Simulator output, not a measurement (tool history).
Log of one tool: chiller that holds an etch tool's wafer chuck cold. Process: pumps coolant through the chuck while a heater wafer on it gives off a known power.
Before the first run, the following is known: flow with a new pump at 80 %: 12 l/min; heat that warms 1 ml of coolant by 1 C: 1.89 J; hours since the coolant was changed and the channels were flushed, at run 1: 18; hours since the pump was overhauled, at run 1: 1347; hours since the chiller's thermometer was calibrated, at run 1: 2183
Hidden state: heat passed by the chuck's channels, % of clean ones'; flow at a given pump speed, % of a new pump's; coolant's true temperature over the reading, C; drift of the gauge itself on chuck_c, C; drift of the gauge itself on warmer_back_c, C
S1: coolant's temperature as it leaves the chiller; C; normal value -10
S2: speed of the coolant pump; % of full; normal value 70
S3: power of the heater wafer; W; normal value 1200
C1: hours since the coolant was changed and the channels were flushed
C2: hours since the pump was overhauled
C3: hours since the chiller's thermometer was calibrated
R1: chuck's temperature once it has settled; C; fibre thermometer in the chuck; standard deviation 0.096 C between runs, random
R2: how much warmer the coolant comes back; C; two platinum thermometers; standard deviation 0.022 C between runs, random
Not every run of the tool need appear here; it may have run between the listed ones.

run 1 hour=0 | S1=-10 S2=70 S3=1200 | C1=18 C2=1347 C3=2183 | R1=-1.22 R2=3.71
run 2 hour=35.2 | S1=-10 S2=70 S3=1200 | C1=53 C2=1382 C3=2218 | R1=-1.24 R2=3.72
run 3 hour=108.9 | S1=-10 S2=70 S3=1200 | C1=127 C2=1456 C3=2292 | R1=-1 R2=3.74
run 4 hour=143.9 | S1=-10 S2=70 S3=1200 | C1=162 C2=1491 C3=2327 | R1=-1.09 R2=3.72
run 5 hour=193.8 | S1=-10 S2=70 S3=1200 | C1=211 C2=1541 C3=2377 | R1=-1 R2=3.76
run 6 hour=233.5 | S1=-10 S2=70 S3=1200 | C1=251 C2=1581 C3=2417 | R1=-1.25 R2=3.78
run 7 hour=267.3 | S1=-10 S2=70 S3=1200 | C1=285 C2=1615 C3=2450 | R1=-1.13 R2=3.78
run 8 hour=346.2 | S1=-10 S2=70 S3=1200 | C1=364 C2=1693 C3=2529 | R1=-0.99 R2=3.76
run 9 hour=378.4 | S1=-10 S2=70 S3=1200 | C1=396 C2=1726 C3=2562 | R1=-1.32 R2=3.75
run 10 hour=434 | S1=-10 S2=70 S3=1200 | C1=452 C2=1781 C3=2617 | R1=-0.99 R2=3.75
run 11 hour=503.4 | S1=-10 S2=70 S3=1200 | C1=521 C2=1851 C3=2687 | R1=-1.11 R2=3.77
run 12 hour=550.9 | S1=-10 S2=70 S3=1200 | C1=569 C2=1898 C3=2734 | R1=-0.86 R2=3.78
run 13 hour=601.6 | S1=-10 S2=70 S3=1200 | C1=619 C2=1949 C3=2785 | R1=-0.78 R2=3.73
run 14 hour=638.4 | S1=-10 S2=70 S3=1200 | C1=656 C2=1986 C3=2822 | R1=-0.87 R2=3.77
run 15 hour=702.4 | S1=-10 S2=70 S3=1200 | C1=720 C2=2050 C3=2886 | R1=-0.91 R2=3.76
run 16 hour=781.7 | S1=-10 S2=65 S3=1200 | C1=799 C2=2129 C3=2965 | R1=-0.32 R2=4.09
run 17 hour=814.6 | S1=-10 S2=70 S3=680 | C1=832 C2=2162 C3=2998 | R1=-4.92 R2=2.13
run 18 hour=853.9 | S1=-10 S2=70 S3=680 | C1=872 C2=2201 C3=3037 | R1=-4.89 R2=2.17
run 19 hour=926.5 | S1=-10 S2=70 S3=680 | C1=944 C2=2274 C3=3110 | R1=-4.82 R2=2.12
run 20 hour=965.9 | S1=-10 S2=61 S3=691 | C1=984 C2=2313 C3=3149 | R1=-4.27 R2=2.52
run 21 hour=1002.7 | S1=-14 S2=70 S3=1200 | C1=1020 C2=2350 C3=3186 | R1=-4.79 R2=3.82
-- hour=1009.1 chiller's thermometer calibrated
run 22 hour=1044.6 | S1=-10 S2=87 S3=1200 | C1=1061 C2=2391 C3=35 | R1=-2.69 R2=3.05
run 23 hour=1120.6 | S1=-10 S2=79 S3=1200 | C1=1137 C2=2467 C3=112 | R1=-1.93 R2=3.35
run 24 hour=1161.4 | S1=-2 S2=93 S3=1288 | C1=1178 C2=2508 C3=152 | R1=5.59 R2=3.02
-- hour=1190.2 chiller's thermometer calibrated, once more
run 25 hour=1202 | S1=-13 S2=85 S3=1511 | C1=1218 C2=2547 C3=12 | R1=-2.89 R2=3.92
run 26 hour=1240.9 | S1=-13 S2=85 S3=1511 | C1=1257 C2=2586 C3=51 | R1=-2.95 R2=3.97
run 27 hour=1309.4 | S1=-20 S2=69 S3=1200 | C1=1325 C2=2655 C3=119 | R1=-10.24 R2=3.88
run 28 hour=1370.3 | S1=-20 S2=69 S3=1200 | C1=1386 C2=2716 C3=180 | R1=-10.19 R2=3.88
run 29 hour=1428.2 | S1=-20 S2=96 S3=616 | C1=1444 C2=2773 C3=238 | R1=-16.35 R2=1.43
run 30 hour=1476.2 | S1=-20 S2=96 S3=616 | C1=1492 C2=2821 C3=286 | R1=-16.33 R2=1.4
run 31 hour=1537.2 | S1=-18 S2=96 S3=1242 | C1=1553 C2=2882 C3=347 | R1=-10.28 R2=2.84
run 32 hour=1592.1 | S1=-4 S2=65 S3=642 | C1=1608 C2=2937 C3=402 | R1=1.71 R2=2.2

Measured minus without-hidden-state, run by run (identical run-to-run variation in each term; gauge scatter may differ):
run=1 R1=-0.04 R2=+0.08
run=2 R1=-0.02 R2=+0.09
run=3 R1=+0 R2=+0.09
run=4 R1=+0 R2=+0.09
run=5 R1=+0.01 R2=+0.09
run=6 R1=+0.04 R2=+0.1
run=7 R1=+0.04 R2=+0.1
run=8 R1=+0.07 R2=+0.1
run=9 R1=+0.08 R2=+0.1
run=10 R1=+0.09 R2=+0.11
run=11 R1=+0.11 R2=+0.11
run=12 R1=+0.13 R2=+0.12
run=13 R1=+0.14 R2=+0.12
run=14 R1=+0.15 R2=+0.12
run=15 R1=+0.17 R2=+0.12
run=16 R1=+0.24 R2=+0.14
run=17 R1=-0.01 R2=+0.07
run=18 R1=-0.01 R2=+0.08
run=19 R1=+0 R2=+0.08
run=20 R1=+0.06 R2=+0.09
run=21 R1=+0.27 R2=+0.14
run=22 R1=+0.11 R2=+0.12
run=23 R1=+0.19 R2=+0.13
run=24 R1=+0.15 R2=+0.12
run=25 R1=+0.75 R2=+0.16
run=26 R1=+0.76 R2=+0.17
run=27 R1=+0.76 R2=+0.16
run=28 R1=+0.78 R2=+0.16
run=29 R1=+0.31 R2=+0.07
run=30 R1=+0.32 R2=+0.06
run=31 R1=+0.65 R2=+0.13
run=32 R1=+0.48 R2=+0.1
